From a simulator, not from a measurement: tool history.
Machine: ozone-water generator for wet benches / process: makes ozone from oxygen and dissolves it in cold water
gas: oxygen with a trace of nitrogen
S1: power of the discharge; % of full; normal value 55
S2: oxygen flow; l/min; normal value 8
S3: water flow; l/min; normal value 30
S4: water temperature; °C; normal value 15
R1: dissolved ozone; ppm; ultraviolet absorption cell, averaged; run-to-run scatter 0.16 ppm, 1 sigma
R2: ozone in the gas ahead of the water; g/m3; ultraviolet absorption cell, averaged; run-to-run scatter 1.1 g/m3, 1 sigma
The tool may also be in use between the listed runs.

run 1 hour=0 | S1=55 S2=8 S3=30 S4=15 | R1=20.1 R2=185.8
run 2 hour=89.2 | S1=55 S2=8 S3=30 S4=15 | R1=20.8 R2=186
run 3 hour=229.2 | S1=60 S2=8 S3=30 S4=15 | R1=21.9 R2=195.4
run 4 hour=326.4 | S1=60 S2=8 S3=30 S4=15 | R1=21.8 R2=197.5
run 5 hour=494.8 | S1=55 S2=8 S3=20 S4=15 | R1=28.4 R2=186.3
run 6 hour=641.9 | S1=55 S2=8 S3=30 S4=15 | R1=20.6 R2=184
run 7 hour=740.5 | S1=55 S2=8 S3=30 S4=15 | R1=20.3 R2=187.2
run 8 hour=917.5 | S1=55 S2=8 S3=30 S4=15 | R1=20.6 R2=184.9
run 9 hour=1091.1 | S1=55 S2=8 S3=30 S4=15 | R1=20.4 R2=185.3
run 10 hour=1276.6 | S1=55 S2=8 S3=30 S4=15 | R1=20.5 R2=184.6
run 11 hour=1438.4 | S1=55 S2=8 S3=30 S4=15 | R1=20.7 R2=184.6
run 12 hour=1539.8 | S1=55 S2=8 S3=30 S4=15 | R1=20.5 R2=183.3
run 13 hour=1738.3 | S1=55 S2=8 S3=19 S4=15 | R1=29 R2=182
run 14 hour=1947.8 | S1=55 S2=8 S3=19 S4=15 | R1=28.6 R2=182
run 15 hour=2125.7 | S1=55 S2=8 S3=19 S4=15 | R1=28.8 R2=183.6
run 16 hour=2273.4 | S1=55 S2=8 S3=43 S4=15 | R1=14.5 R2=180.4
run 17 hour=2384.8 | S1=55 S2=8 S3=43 S4=15 | R1=14.4 R2=181.8
run 18 hour=2571.6 | S1=70 S2=5.04 S3=28 S4=15 | R1=23 R2=262.7
run 19 hour=2729.9 | S1=49 S2=7.24 S3=20 S4=15 | R1=25.7 R2=177.1
run 20 hour=2896 | S1=58 S2=13.85 S3=30 S4=15 | R1=20.8 R2=146.5
run 21 hour=3024 | S1=55 S2=10.95 S3=30 S4=10 | R1=22.2 R2=156.2
run 22 hour=3191.3 | S1=55 S2=10.95 S3=29 S4=12 | R1=21.7 R2=156.6
run 23 hour=3388.4 | S1=85 S2=5.79 S3=44 S4=8 | R1=17.6 R2=273.9
run 24 hour=3480.4 | S1=43 S2=8 S3=25 S4=15 | R1=19.8 R2=154
run 25 hour=3604.6 | S1=94 S2=13.31 S3=30 S4=11 | R1=29.9 R2=196
run 26 hour=3694.5 | S1=94 S2=13.31 S3=30 S4=11 | R1=30.1 R2=195.3
run 27 hour=3893.6 | S1=50 S2=13.31 S3=30 S4=11 | R1=20.3 R2=133.5
run 28 hour=4070.3 | S1=64 S2=5.12 S3=48 S4=12 | R1=12.4 R2=238.4
run 29 hour=4180 | S1=64 S2=5.12 S3=48 S4=12 | R1=12.6 R2=241.1
run 30 hour=4313.2 | S1=82 S2=11.13 S3=26 S4=15 | R1=28.5 R2=193.9
run 31 hour=4482 | S1=82 S2=11.13 S3=26 S4=15 | R1=28.1 R2=194.1
run 32 hour=4605.3 | S1=43 S2=6.97 S3=26 S4=18 | R1=18.2 R2=164.7

Not shown: 2 entries that the log had between the listed runs. Between which runs, and how does the tool's hidden state differ before and after?
Logged between run 1 and run 2: contactor cleaned (hour 89.2)
  yield of the discharge, % of new electrodes': 98.6 -> 98.5; contactor's efficiency, % of a clean one's: 93.9 -> 100
  measured value less the no-hidden-state value, R1: -1 -> -0.3 ppm; R2: -2.2 -> -2.4 g/m3
Logged between run 7 and run 8: water thermometer calibrated (hour 893.5)
  yield of the discharge, % of new electrodes': 97.7 -> 97.5; contactor's efficiency, % of a clean one's: 99.6 -> 99.5; true water temperature over the reading, C: 0.43 -> -0.03
  measured value less the no-hidden-state value, R1: -0.6 -> -0.5 ppm; R2: -3.7 -> -4 g/m3

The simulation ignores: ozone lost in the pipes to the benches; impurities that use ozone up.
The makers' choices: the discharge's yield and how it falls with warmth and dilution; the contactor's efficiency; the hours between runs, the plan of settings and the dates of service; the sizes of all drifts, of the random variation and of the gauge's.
